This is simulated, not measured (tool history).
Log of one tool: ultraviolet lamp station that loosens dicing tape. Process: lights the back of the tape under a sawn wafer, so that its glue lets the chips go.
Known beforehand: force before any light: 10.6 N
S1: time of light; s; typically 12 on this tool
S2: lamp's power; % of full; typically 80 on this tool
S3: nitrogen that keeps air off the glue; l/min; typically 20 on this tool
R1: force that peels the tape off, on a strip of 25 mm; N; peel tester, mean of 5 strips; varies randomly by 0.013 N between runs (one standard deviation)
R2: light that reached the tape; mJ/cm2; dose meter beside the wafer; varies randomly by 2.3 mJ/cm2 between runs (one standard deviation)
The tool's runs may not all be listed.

| run | hour | S1 | S2 | S3 | R1 | R2 |
|---|---|---|---|---|---|---|
| 1 | 0.0 | 12 | 80 | 20 | 0.669 | 225 |
| 2 | 8.4 | 12 | 80 | 20 | 0.696 | 228 |
| 3 | 22.4 | 12 | 80 | 20 | 0.706 | 226 |
| 4 | 38.8 | 12 | 80 | 20 | 0.710 | 230 |
| 5 | 52.1 | 12 | 80 | 20 | 0.700 | 227 |
| 6 | 67.6 | 12 | 80 | 20 | 0.728 | 225 |
| 7 | 87.4 | 12 | 80 | 20 | 0.719 | 219 |
| 8 | 105.4 | 12 | 80 | 6 | 1.921 | 221 |
| 9 | 118.9 | 12 | 80 | 6 | 2.020 | 225 |
| 10 | 128.4 | 12 | 80 | 8 | 1.603 | 220 |
| 11 | 143.6 | 8 | 72 | 35 | 1.486 | 133 |
| 12 | 158.0 | 6 | 76 | 39 | 2.066 | 101 |
| 13 | 175.2 | 9 | 62 | 29 | 1.770 | 126 |
| 14 | 190.7 | 7 | 80 | 20 | 2.051 | 124 |
| 15 | 202.5 | 7 | 80 | 20 | 2.183 | 130 |
| 16 | 221.5 | 12 | 82 | 10 | 1.333 | 222 |
| 17 | 240.5 | 21 | 73 | 24 | 0.213 | 343 |

Below, each run's measurement less what the same run would have read without the hidden state. Both values contain the same run-to-run variation, but the gauge's scatter may not be the same in both:
The hidden state here: lamp's light, % of a new lamp's; light that the window lets through, % of a clean one's; drift of the gauge itself on peel_n, %; drift of the gauge itself on dose_mj_cm2, %.
| run | R1 | R2 |
|---|---|---|
| 1 | +0.089 | -14 |
| 2 | +0.095 | -14 |
| 3 | +0.101 | -15 |
| 4 | +0.107 | -16 |
| 5 | +0.108 | -16 |
| 6 | +0.117 | -17 |
| 7 | +0.122 | -18 |
| 8 | +0.247 | -19 |
| 9 | +0.267 | -19 |
| 10 | +0.238 | -19 |
| 11 | +0.233 | -13 |
| 12 | +0.285 | -10 |
| 13 | +0.276 | -12 |
| 14 | +0.301 | -13 |
| 15 | +0.326 | -13 |
| 16 | +0.257 | -25 |
| 17 | +0.038 | -39 |
